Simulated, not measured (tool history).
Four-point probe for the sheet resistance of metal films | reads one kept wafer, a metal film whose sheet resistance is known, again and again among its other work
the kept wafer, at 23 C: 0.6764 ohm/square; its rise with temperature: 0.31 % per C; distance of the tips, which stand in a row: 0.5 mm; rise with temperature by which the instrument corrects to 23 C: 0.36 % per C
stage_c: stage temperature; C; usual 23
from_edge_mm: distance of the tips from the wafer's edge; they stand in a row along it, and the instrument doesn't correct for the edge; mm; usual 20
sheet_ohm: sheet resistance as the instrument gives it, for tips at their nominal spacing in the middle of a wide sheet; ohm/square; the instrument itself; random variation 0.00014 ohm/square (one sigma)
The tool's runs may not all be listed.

run 1 day=0.000 | stage_c=23 from_edge_mm=20 | sheet_ohm=0.676396
run 2 day=0.525 | stage_c=34 from_edge_mm=20 | sheet_ohm=0.673175
run 3 day=1.012 | stage_c=34 from_edge_mm=20 | sheet_ohm=0.672915
run 4 day=1.638 | stage_c=34 from_edge_mm=20 | sheet_ohm=0.673082
run 5 day=2.079 | stage_c=34 from_edge_mm=20 | sheet_ohm=0.673291
run 6 day=2.600 | stage_c=21 from_edge_mm=20 | sheet_ohm=0.677291
-- day=3.438 new probe head fitted
run 7 day=3.558 | stage_c=21 from_edge_mm=20 | sheet_ohm=0.677432
run 8 day=4.104 | stage_c=23 from_edge_mm=4 | sheet_ohm=0.682029
run 9 day=4.550 | stage_c=23 from_edge_mm=54 | sheet_ohm=0.676190
run 10 day=5.454 | stage_c=26 from_edge_mm=20 | sheet_ohm=0.675707
run 11 day=6.050 | stage_c=30 from_edge_mm=57 | sheet_ohm=0.674270
run 12 day=7.029 | stage_c=26 from_edge_mm=39 | sheet_ohm=0.675340
run 13 day=7.742 | stage_c=30 from_edge_mm=11 | sheet_ohm=0.674814
run 14 day=8.562 | stage_c=30 from_edge_mm=11 | sheet_ohm=0.674914

5 ways to go on from here, each from the tool as it stands after run 14. What would each give?
run A day=9.542 | stage_c=23 from_edge_mm=6 | sheet_ohm=?
run B day=9.542 | stage_c=20 from_edge_mm=22 | sheet_ohm=?
run C day=9.542 | stage_c=28 from_edge_mm=6 | sheet_ohm=?
run D day=9.542 | stage_c=30 from_edge_mm=8 | sheet_ohm=?
run E day=9.542 | stage_c=33 from_edge_mm=8 | sheet_ohm=?

run=A sheet_ohm=0.679099
run=B sheet_ohm=0.677595
run=C sheet_ohm=0.677417
run=D sheet_ohm=0.675397
run=E sheet_ohm=0.674369
Without the tool's hidden state the same runs would have given:
run=A sheet_ohm=0.679123
run=B sheet_ohm=0.677619
run=C sheet_ohm=0.677441
run=D sheet_ohm=0.675421
run=E sheet_ohm=0.674393
